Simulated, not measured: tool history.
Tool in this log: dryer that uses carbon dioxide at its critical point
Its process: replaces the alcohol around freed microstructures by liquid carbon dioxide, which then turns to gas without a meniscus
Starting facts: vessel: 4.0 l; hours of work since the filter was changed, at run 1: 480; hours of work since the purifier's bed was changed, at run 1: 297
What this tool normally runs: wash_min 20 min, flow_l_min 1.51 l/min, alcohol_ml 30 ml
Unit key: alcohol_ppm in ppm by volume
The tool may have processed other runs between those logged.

run   hour  wash_min  flow_l_min  alcohol_ml  hours of work since the filter was changed  hours of work since the purifier's bed was changed  alcohol_ppm
  1      0        20        1.51          30                                         480                                                 297          115
  2   19.2        20        1.62          30                                         488                                                 305          101
      23.2  -- inlet filter changed
  3   41.2        20         2.2          30                                           8                                                 314           96
  4   75.3        20         2.2          30                                          23                                                 329          104
  5  105.9        20         2.2          30                                          36                                                 343          104
  6  134.5        20         2.2          36                                          49                                                 355           87
  7  155.1        20        1.43          36                                          58                                                 364          118
  8  182.5        20        1.43          36                                          70                                                 376          117
  9    212        20        1.43          36                                          83                                                 389          121
 10  241.6        13        0.91          30                                          96                                                 402          606
 11  282.2        13        0.98         115                                         114                                                 420         1709
 12  306.8        24        2.19          30                                         124                                                 431          126
 13  327.7        18        2.39          68                                         134                                                 440          125
 14  356.5        18         1.8          22                                         146                                                 453          133
 15  393.9        31        1.51          26                                         163                                                 469          130
 16  422.1        16        1.51          67                                         175                                                 481          208
 17  443.3        20        2.31          30                                         184                                                 491          150

4 options for the next run, each taken on its own from the tool as it stands now. Forecast them:
  A  479.9        20        1.73          51                                         200                                                 507            ?
  B  479.9        20        1.16          30                                         200                                                 507            ?
  C  479.9        20        1.12          84                                         200                                                 507            ?
  D  479.9        20        1.51          31                                         200                                                 507            ?

run  alcohol_ppm
  A          160
  B          186
  C          301
  D          164
Without the tool's hidden state the same runs would have given:
run  alcohol_ppm
  A           16
  B           32
  C          111
  D           16
